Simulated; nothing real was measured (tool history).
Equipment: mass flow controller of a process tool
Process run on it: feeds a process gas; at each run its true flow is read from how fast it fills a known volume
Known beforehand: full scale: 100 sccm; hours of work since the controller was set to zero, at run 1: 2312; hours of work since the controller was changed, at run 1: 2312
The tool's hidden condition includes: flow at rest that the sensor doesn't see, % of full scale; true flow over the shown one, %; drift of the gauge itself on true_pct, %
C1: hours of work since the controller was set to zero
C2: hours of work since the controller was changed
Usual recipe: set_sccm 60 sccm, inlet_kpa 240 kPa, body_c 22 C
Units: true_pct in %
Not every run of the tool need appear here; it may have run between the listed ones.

Run 1, hour 0.0: usual settings; C1 2312; C2 2312. Result: true_pct 98.70 %.
Run 2, hour 127.1: usual settings but body_c 34 C; C1 2406; C2 2406. Result: true_pct 99.65 %.
Run 3, hour 276.7: usual settings but inlet_kpa 145 kPa; C1 2517; C2 2517. Result: true_pct 97.98 %.
Run 4, hour 361.3: usual settings but set_sccm 43 sccm; C1 2580; C2 2580. Result: true_pct 98.73 %.
Run 5, hour 433.0: usual settings but set_sccm 43 sccm; C1 2633; C2 2633. Result: true_pct 98.71 %.
Run 6, hour 567.5: usual settings but body_c 23 C; C1 2733; C2 2733. Result: true_pct 98.67 %.
Run 7, hour 658.6: usual settings but body_c 23 C; C1 2801; C2 2801. Result: true_pct 98.90 %.
Run 8, hour 728.3: usual settings but set_sccm 13 sccm; C1 2853; C2 2853. Result: true_pct 100.68 %.
Run 9, hour 871.6: usual settings but set_sccm 13 sccm; C1 2959; C2 2959. Result: true_pct 100.69 %.
Run 10, hour 958.8: usual settings; C1 3024; C2 3024. Result: true_pct 98.64 %.
Run 11, hour 1086.5: usual settings; C1 3118; C2 3118. Result: true_pct 98.55 %.
Run 12, hour 1169.0: usual settings; C1 3179; C2 3179. Result: true_pct 98.61 %.
Run 13, hour 1310.2: usual settings; C1 3284; C2 3284. Result: true_pct 98.64 %.
Run 14, hour 1416.1: usual settings; C1 3363; C2 3363. Result: true_pct 98.51 %.
Run 15, hour 1568.7: usual settings; C1 3476; C2 3476. Result: true_pct 98.56 %.
Run 16, hour 1683.8: usual settings; C1 3561; C2 3561. Result: true_pct 98.46 %.
Run 17, hour 1832.9: usual settings; C1 3672; C2 3672. Result: true_pct 98.46 %.
Run 18, hour 1922.6: usual settings; C1 3739; C2 3739. Result: true_pct 98.39 %.
Run 19, hour 2026.2: usual settings but body_c 27 C; C1 3815; C2 3815. Result: true_pct 98.89 %.
Run 20, hour 2165.6: usual settings but set_sccm 26 sccm, inlet_kpa 185 kPa; C1 3919; C2 3919. Result: true_pct 98.91 %.
Run 21, hour 2235.5: usual settings but set_sccm 47 sccm, inlet_kpa 179 kPa; C1 3971; C2 3971. Result: true_pct 98.00 %.
Run 22, hour 2332.4: usual settings but set_sccm 26 sccm, inlet_kpa 204 kPa, body_c 21 C; C1 4043; C2 4043. Result: true_pct 99.04 %.
Run 23, hour 2444.8: usual settings but set_sccm 26 sccm, inlet_kpa 204 kPa, body_c 21 C; C1 4126; C2 4126. Result: true_pct 99.12 %.
Run 24, hour 2579.0: usual settings but set_sccm 22 sccm, inlet_kpa 204 kPa, body_c 32 C; C1 4226; C2 4226. Result: true_pct 100.24 %.
Run 25, hour 2650.0: usual settings but set_sccm 47 sccm, inlet_kpa 244 kPa; C1 4278; C2 4278. Result: true_pct 98.44 %.
Run 26, hour 2800.5: usual settings but set_sccm 47 sccm, inlet_kpa 143 kPa, body_c 34 C; C1 4390; C2 4390. Result: true_pct 98.71 %.
Run 27, hour 2911.4: usual settings but set_sccm 69 sccm, inlet_kpa 193 kPa, body_c 28 C; C1 4472; C2 4472. Result: true_pct 98.50 %.
Run 28, hour 3048.5: usual settings but set_sccm 38 sccm, inlet_kpa 172 kPa, body_c 37 C; C1 4574; C2 4574. Result: true_pct 99.39 %.
Run 29, hour 3201.5: usual settings but set_sccm 34 sccm, inlet_kpa 245 kPa, body_c 37 C; C1 4687; C2 4687. Result: true_pct 100.17 %.
Run 30, hour 3307.9: usual settings but set_sccm 11 sccm, inlet_kpa 219 kPa; C1 4766; C2 4766. Result: true_pct 103.05 %.
Run 31, hour 3423.6: usual settings but set_sccm 36 sccm, inlet_kpa 212 kPa, body_c 21 C; C1 4852; C2 4852. Result: true_pct 98.43 %.
Run 32, hour 3532.0: usual settings but set_sccm 55 sccm, inlet_kpa 152 kPa, body_c 23 C; C1 4933; C2 4933. Result: true_pct 97.64 %.
Run 33, hour 3625.2: usual settings but set_sccm 17 sccm, inlet_kpa 248 kPa; C1 5002; C2 5002. Result: true_pct 100.96 %.
Run 34, hour 3693.7: usual settings but set_sccm 79 sccm, inlet_kpa 256 kPa, body_c 28 C; C1 5053; C2 5053. Result: true_pct 98.79 %.
At hour 3757.1: controller exchanged for a calibrated one.
Run 35, hour 3819.4: usual settings but set_sccm 79 sccm, inlet_kpa 215 kPa, body_c 28 C; C1 46; C2 46. Result: true_pct 99.89 %.
Run 36, hour 3972.4: usual settings but set_sccm 11 sccm, inlet_kpa 250 kPa; C1 160; C2 160. Result: true_pct 99.02 %.

3 options for the next run, each taken on its own from the tool as it stands now. Forecast them:
Run A, hour 4079.9: usual settings but inlet_kpa 195 kPa, body_c 38 C; C1 239; C2 239. Result: true_pct ?.
Run B, hour 4079.9: usual settings but set_sccm 11 sccm, inlet_kpa 210 kPa, body_c 33 C; C1 239; C2 239. Result: true_pct ?.
Run C, hour 4079.9: usual settings but set_sccm 19 sccm, inlet_kpa 250 kPa; C1 239; C2 239. Result: true_pct ?.

run  true_pct
  A    100.32
  B     99.72
  C     98.92
With the hidden condition removed and each run's random variation left untouched, the same runs would have given:
run  true_pct
  A    100.47
  B     99.30
  C     98.81

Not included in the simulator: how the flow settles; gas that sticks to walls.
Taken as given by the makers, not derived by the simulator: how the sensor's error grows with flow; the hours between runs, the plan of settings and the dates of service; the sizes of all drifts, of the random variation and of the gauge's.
